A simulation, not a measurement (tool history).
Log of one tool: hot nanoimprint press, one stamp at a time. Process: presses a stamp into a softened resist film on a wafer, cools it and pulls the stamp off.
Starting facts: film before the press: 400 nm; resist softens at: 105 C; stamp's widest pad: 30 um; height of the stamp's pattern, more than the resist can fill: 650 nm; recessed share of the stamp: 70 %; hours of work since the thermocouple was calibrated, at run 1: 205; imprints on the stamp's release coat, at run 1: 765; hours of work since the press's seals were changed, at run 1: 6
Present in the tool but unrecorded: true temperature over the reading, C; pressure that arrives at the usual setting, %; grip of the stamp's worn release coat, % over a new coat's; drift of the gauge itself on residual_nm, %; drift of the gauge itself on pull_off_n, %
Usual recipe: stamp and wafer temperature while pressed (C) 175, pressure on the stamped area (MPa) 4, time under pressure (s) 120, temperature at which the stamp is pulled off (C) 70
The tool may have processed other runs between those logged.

run    day  stamp and wafer temperature while pressed (C)  pressure on the stamped area (MPa)  time under pressure (s)  temperature at which the stamp is pulled off (C)  hours of work since the thermocouple was calibrated  imprints on the stamp's release coat  hours of work since the press's seals were changed  resist left under the stamp's widest pad (nm)  greatest force while the stamp is pulled off (N)
  1      0                                            175                                   4                      120                                                70                                                  205                                   765                                                   6                                          176.8                                               113
  2  0.312                                            175                                   4                      120                                                70                                                  209                                   786                                                  11                                          177.5                                               113
  3  0.508                                            175                                   4                      120                                                70                                                  212                                   798                                                  13                                          178.4                                               113
  4  0.758                                            175                                   4                      120                                                70                                                  215                                   814                                                  17                                          177.3                                               114
  5  1.167                                            175                                   4                      120                                                70                                                  221                                   841                                                  22                                          178.2                                               117
  6  1.592                                            175                                2.69                      120                                                70                                                  227                                   868                                                  28                                          218.4                                               115
  7  1.962                                            168                                   4                      120                                                70                                                  232                                   892                                                  34                                          225.4                                               117
  8  2.242                                            168                                   4                      120                                                70                                                  236                                   910                                                  37                                            224                                               115
  9  2.521                                            186                                   4                      120                                                70                                                  240                                   928                                                  41                                          125.8                                               116
 10   2.75                                            175                                3.71                      120                                                70                                                  243                                   943                                                  44                                          186.6                                               119
 11  2.938                                            175                                3.71                      120                                                70                                                  246                                   955                                                  47                                          183.6                                               118
 12  3.288                                            175                                3.71                      120                                                70                                                  250                                   978                                                  52                                          185.4                                               116
 13  3.575                                            175                                3.71                      120                                                70                                                  254                                   996                                                  56                                          186.4                                               117
 14  3.821                                            175                                3.16                      120                                                70                                                  258                                  1012                                                  59                                          200.9                                               121
 15  4.067                                            167                                   4                      120                                                70                                                  261                                  1028                                                  63                                          231.8                                               120
 16  4.271                                            167                                   4                      120                                                70                                                  264                                  1041                                                  66                                          233.3                                               114
 17   4.65                                            167                                   4                      120                                                70                                                  269                                  1066                                                  71                                          233.7                                               121
 18  4.983                                            167                                   4                      120                                                70                                                  274                                  1087                                                  75                                          231.4                                               119
 19  5.362                                            186                                4.24                      115                                                60                                                  279                                  1112                                                  81                                          123.4                                               137
 20  5.583                                            186                                5.97                      115                                                72                                                  282                                  1126                                                  84                                          100.5                                               118
 21  5.954                                            178                                   4                      120                                                69                                                  287                                  1150                                                  89                                          161.2                                               121
 22  6.379                                            178                                   4                       93                                                69                                                  293                                  1178                                                  95                                          176.3                                               120
 23  6.717                                            169                                6.31                      120                                                69                                                  298                                  1199                                                  99                                          172.5                                               122
 24    6.9                                            169                                6.31                      120                                                69                                                  300                                  1211                                                 102                                          172.3                                               125
 25   7.15                                            175                                3.01                      120                                                70                                                  304                                  1227                                                 105                                          208.2                                               123
 26  7.429                                            175                                3.01                      120                                                70                                                  308                                  1245                                                 109                                          210.9                                               119
 27  7.788                                            175                                3.01                      120                                                70                                                  313                                  1269                                                 114                                            210                                               121

What does the tool deliver on the next run?
 28  7.983                                            178                                4.67                       68                                                70                                                  315                                  1281                                                 117                                              ?                                                 ?

Logged for run 28: resist left under the stamp's widest pad (nm) 177.7, greatest force while the stamp is pulled off (N) 119.
Were there no unlogged condition in the tool, this run, its random variation unchanged, would have produced resist left under the stamp's widest pad (nm) 170.9, greatest force while the stamp is pulled off (N) 101.
